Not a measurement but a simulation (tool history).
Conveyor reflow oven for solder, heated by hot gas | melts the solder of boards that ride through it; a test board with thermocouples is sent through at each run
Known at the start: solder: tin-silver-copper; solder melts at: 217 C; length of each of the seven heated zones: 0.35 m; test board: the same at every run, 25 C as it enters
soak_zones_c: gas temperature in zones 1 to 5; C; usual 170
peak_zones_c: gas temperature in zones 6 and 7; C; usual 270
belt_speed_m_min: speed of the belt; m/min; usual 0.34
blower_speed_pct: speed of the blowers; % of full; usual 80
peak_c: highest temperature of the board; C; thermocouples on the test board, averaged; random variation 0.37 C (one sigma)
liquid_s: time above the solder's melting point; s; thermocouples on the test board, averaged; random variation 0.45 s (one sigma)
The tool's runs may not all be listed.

run    hour  soak_zones_c  peak_zones_c  belt_speed_m_min  blower_speed_pct  peak_c  liquid_s
  1       0           170           270              0.34                80   257.6      98.5
       49.8  -- flux residue cleaned out of gas plates and filters
  2    67.1           170           270              0.34                80     257      97.9
  3   116.5           170           270              0.34                80   256.8        97
  4   189.3           170           270              0.34                80   256.4      96.8
  5   268.3           170           270              0.34                80   255.6        96
  6   326.1           170           270              0.34                80     256      96.2
      336.3  -- thermocouples of zones 6 and 7 changed
      390.5  -- flux residue cleaned out of gas plates and filters, once more
  7   413.1           170           270              0.34                80   260.5     102.3
  8   456.3           170           262              0.34                80     253      95.5
  9   519.3           170           262              0.34                80   252.5      95.9
 10   557.2           170           262              0.34                80   252.4      95.9
 11   595.7           170           262              0.34                80   252.3      95.3
 12   640.7           170           270              0.34                80   259.9       102
 13   699.7           170           270              0.34                80   259.9     102.3
 14   763.6           170           269               0.4                52   247.5      71.5
 15   834.7           165           271              0.34                80   259.5      98.8
 16   911.1           165           277             0.386                80   261.1      87.7
 17   952.3           165           277             0.386                80   260.5      87.6
 18  1036.8           183           277             0.386                74   262.1      96.8

Run 19 comes next. What will it give?
     1099.4  -- flux residue cleaned out of gas plates and filters
 19  1109.3           170           284             0.285                80       ?         ?

{"run 19": {"peak_c": 277, "liquid_s": 138}}
Without the tool's hidden state the same run would have given peak_c 277.9 C, liquid_s 136.2 s.

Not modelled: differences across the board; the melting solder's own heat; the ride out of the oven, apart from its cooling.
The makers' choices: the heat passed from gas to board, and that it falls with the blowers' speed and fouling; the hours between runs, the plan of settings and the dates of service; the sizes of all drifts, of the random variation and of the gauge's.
